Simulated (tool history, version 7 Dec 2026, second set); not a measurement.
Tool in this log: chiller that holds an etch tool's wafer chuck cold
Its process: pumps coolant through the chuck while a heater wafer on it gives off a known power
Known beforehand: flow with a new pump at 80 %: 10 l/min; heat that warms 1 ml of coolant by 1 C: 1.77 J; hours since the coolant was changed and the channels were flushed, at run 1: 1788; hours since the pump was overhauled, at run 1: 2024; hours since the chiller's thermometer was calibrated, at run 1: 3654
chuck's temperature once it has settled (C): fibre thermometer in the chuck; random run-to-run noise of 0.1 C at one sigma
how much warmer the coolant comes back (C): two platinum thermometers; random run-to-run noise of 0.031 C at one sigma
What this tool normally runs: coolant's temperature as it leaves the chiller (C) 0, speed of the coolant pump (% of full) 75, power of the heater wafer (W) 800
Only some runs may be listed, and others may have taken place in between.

run     day  coolant's temperature as it leaves the chiller (C)  speed of the coolant pump (% of full)  power of the heater wafer (W)  hours since the coolant was changed and the channels were flushed  hours since the pump was overhauled  hours since the chiller's thermometer was calibrated  chuck's temperature once it has settled (C)  how much warmer the coolant comes back (C)
  1       0                                                   0                                     75                            800                                                               1788                                 2024                                                  3654                                          6.8                                        2.91
  2   4.342                                                   0                                     75                            800                                                               1892                                 2129                                                  3758                                          6.8                                        2.88
  3   6.946                                                   0                                     75                            800                                                               1955                                 2191                                                  3820                                          6.7                                         2.9
  4  11.638                                                   0                                     75                            800                                                               2067                                 2304                                                  3933                                          6.8                                        2.91
  5  15.104                                                   0                                     75                            800                                                               2150                                 2387                                                  4016                                          6.9                                        2.88
  6    17.8                                                   0                                     78                            800                                                               2215                                 2452                                                  4081                                          6.8                                        2.75
  7  23.279                                                   0                                     78                            800                                                               2347                                 2583                                                  4212                                          6.8                                        2.72
  8  26.238                                                   0                                     78                            495                                                               2418                                 2654                                                  4283                                          4.2                                        1.65
  9  29.888                                                   0                                     78                            495                                                               2505                                 2742                                                  4371                                            4                                        1.66
 10  32.417                                                   6                                     75                            638                                                               2566                                 2802                                                  4432                                         11.5                                        2.25
 11    36.8                                                   0                                     82                            491                                                               2671                                 2908                                                  4537                                          3.9                                        1.56

For run 12, what comes out?
 12  41.396                                                   0                                     82                            491                                                               2781                                 3018                                                  4647                                            ?                                           ?

{"run 12": {"chuck's temperature once it has settled (C)": 4, "how much warmer the coolant comes back (C)": 1.52}}
Had the tool carried no hidden state, the very same run would have given chuck's temperature once it has settled (C) 4, how much warmer the coolant comes back (C) 1.59.
